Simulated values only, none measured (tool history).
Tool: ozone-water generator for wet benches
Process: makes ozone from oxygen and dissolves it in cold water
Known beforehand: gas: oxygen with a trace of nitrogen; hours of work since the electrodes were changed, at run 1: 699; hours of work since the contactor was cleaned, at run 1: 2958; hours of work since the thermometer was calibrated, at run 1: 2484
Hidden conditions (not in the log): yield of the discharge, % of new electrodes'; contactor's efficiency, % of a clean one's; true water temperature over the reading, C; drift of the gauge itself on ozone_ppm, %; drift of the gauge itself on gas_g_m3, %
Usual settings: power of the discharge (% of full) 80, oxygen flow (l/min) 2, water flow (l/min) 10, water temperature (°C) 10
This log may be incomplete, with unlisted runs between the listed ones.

run	hour	power of the discharge (% of full)	oxygen flow (l/min)	water flow (l/min)	water temperature (°C)	hours of work since the electrodes were changed	hours of work since the contactor was cleaned	hours of work since the thermometer was calibrated	dissolved ozone (ppm)	ozone in the gas ahead of the water (g/m3)
1	0	80	2	10	10	699	2958	2484	22.7	241
2	96.3	80	2	10	10	757	3016	2542	22.7	241.8
3	175.7	80	2	10	6	804	3064	2590	23.5	239.7
4	228.3	80	2	8	10	836	3095	2622	27.8	242.9
5	306.9	80	2	8	10	883	3143	2669	28	240.8
# hour 315.3: contactor cleaned
6	399	96	2	10	10	936	50	2722	26.7	270.7
7	472.3	96	2	10	10	980	94	2766	26.5	270.1
8	526.9	96	2	10	10	1013	127	2799	26.4	268.2
9	592	96	2	10	10	1052	166	2838	26.6	267.3
10	675.5	96	2	10	10	1103	217	2888	26.5	266
11	724.5	44	2	10	10	1132	246	2918	16.1	166
12	777.2	44	1.9	10	10	1164	278	2949	16.2	169.6
13	820.4	80	2	10	10	1190	304	2975	23.6	237.4
14	863.9	80	2	10	10	1216	330	3002	23.6	236.5
15	941.2	54	2.26	10	10	1262	377	3048	19.1	180.9
16	1030.7	49	2	10	10	1316	430	3102	17.4	177.8
17	1105.4	49	2	10	10	1361	475	3147	17.5	175.9
18	1175.7	65	1.95	13	5	1403	518	3189	16.4	211.5
19	1267.9	80	2	9	8	1459	573	3245	26.3	237.6
20	1325.1	80	2	9	8	1493	607	3279	26	234.8
21	1384.7	80	2.92	9	8	1529	643	3315	28.5	205.3
22	1470.9	51	1.42	10	10	1581	695	3367	15.6	204.3
23	1526.1	51	1.42	10	10	1614	728	3400	15.9	205.9
24	1610.2	41	2.21	10	10	1665	779	3451	15.9	151.2
25	1667.6	46	1.28	10	10	1699	814	3485	14.4	200.3
26	1751.7	79	1.43	9	13	1750	864	3536	21.9	264.7
27	1844.6	80	1.51	10	10	1806	920	3592	20.8	260

Each row is a separate what-if for the run after 27, all from the same tool condition, not one after another. Results?
# hour 1879.6: water thermometer calibrated
A	1904.5	80	3.56	10	6	1842	956	15	?	?
# hour 1879.6: water thermometer calibrated
B	1904.5	40	2	10	12	1842	956	15	?	?
# hour 1879.6: water thermometer calibrated
C	1904.5	93	2.3	10	13	1842	956	15	?	?
# hour 1879.6: water thermometer calibrated
D	1904.5	59	1.51	11	10	1842	956	15	?	?
# hour 1879.6: water thermometer calibrated
E	1904.5	49	1.02	10	10	1842	956	15	?	?

run	dissolved ozone (ppm)	ozone in the gas ahead of the water (g/m3)
A	27.8	188.1
B	14.9	154.5
C	25.2	243
D	15.7	217.2
E	13.6	227.1
With the hidden condition removed and each run's random variation left untouched, the same runs would have given:
run	dissolved ozone (ppm)	ozone in the gas ahead of the water (g/m3)
A	29.8	197.4
B	15.6	159
C	27	256.1
D	16.6	226
E	14.3	235.1

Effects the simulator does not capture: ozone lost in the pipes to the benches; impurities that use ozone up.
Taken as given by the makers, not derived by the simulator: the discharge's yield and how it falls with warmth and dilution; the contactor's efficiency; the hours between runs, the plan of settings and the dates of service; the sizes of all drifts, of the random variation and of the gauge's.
